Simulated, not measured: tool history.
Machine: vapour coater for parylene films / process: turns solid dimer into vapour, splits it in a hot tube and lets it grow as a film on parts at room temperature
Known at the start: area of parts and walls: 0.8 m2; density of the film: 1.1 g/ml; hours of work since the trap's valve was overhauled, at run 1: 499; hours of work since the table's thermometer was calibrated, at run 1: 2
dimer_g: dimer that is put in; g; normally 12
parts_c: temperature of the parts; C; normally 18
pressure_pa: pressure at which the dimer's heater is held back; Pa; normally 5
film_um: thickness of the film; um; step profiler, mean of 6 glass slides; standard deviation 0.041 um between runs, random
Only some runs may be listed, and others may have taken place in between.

run,hour,dimer_g,parts_c,pressure_pa,hours of work since the trap's valve was overhauled,hours of work since the table's thermometer was calibrated,film_um
1,0,12,18,5,499,2,6.66
2,35.5,12,18,5,522,26,6.57
3,116.5,20,18,5,576,79,11.01
# hour 157.9: trap's valve overhauled
4,184.3,20,18,5,17,121,11.55
5,259.8,11,18,5,67,171,6.25
6,342.5,12,27,5,122,225,4.44
7,410.2,12,27,5,166,270,4.35
8,449.7,12,27,5,192,296,4.41
9,490.9,12,18,5,220,323,6.64
10,530.3,12,18,9.29,246,349,5.73
11,591.7,15,17,5.93,286,390,8.27
12,630,6,18,5,311,415,3.27
# hour 638.4: table's thermometer calibrated
13,706.8,6,18,5,361,45,3.28
14,773.8,10,18,5,406,89,5.43
15,851,10,14,3.53,457,140,6.99
16,906.2,10,14,3.53,493,177,6.98
17,971.2,10,14,3.53,536,220,6.97
18,1007.1,13,14,4.45,560,243,8.45
# hour 1068.7: trap's valve overhauled
# hour 1080.7: table's thermometer calibrated, once more
19,1080.7,13,14,4.45,7,0,9.17
20,1127.2,13,20,4.45,38,31,6.98

Consider 5 possible next runs. They are alternatives, not a sequence: every one starts from the tool as it was left by run 20. What does each give?
A,1177.5,9,24,7.99,71,64,?
B,1177.5,5,18,5,71,64,?
C,1177.5,12,24,8.93,71,64,?
D,1177.5,8,18,5,71,64,?
E,1177.5,19,17,9.38,71,64,?

run,film_um
A,3.39
B,2.8
C,4.46
D,4.52
E,9.81
What these runs would have given with no unlogged condition in the tool:
run,film_um
A,3.45
B,2.85
C,4.55
D,4.6
E,9.99
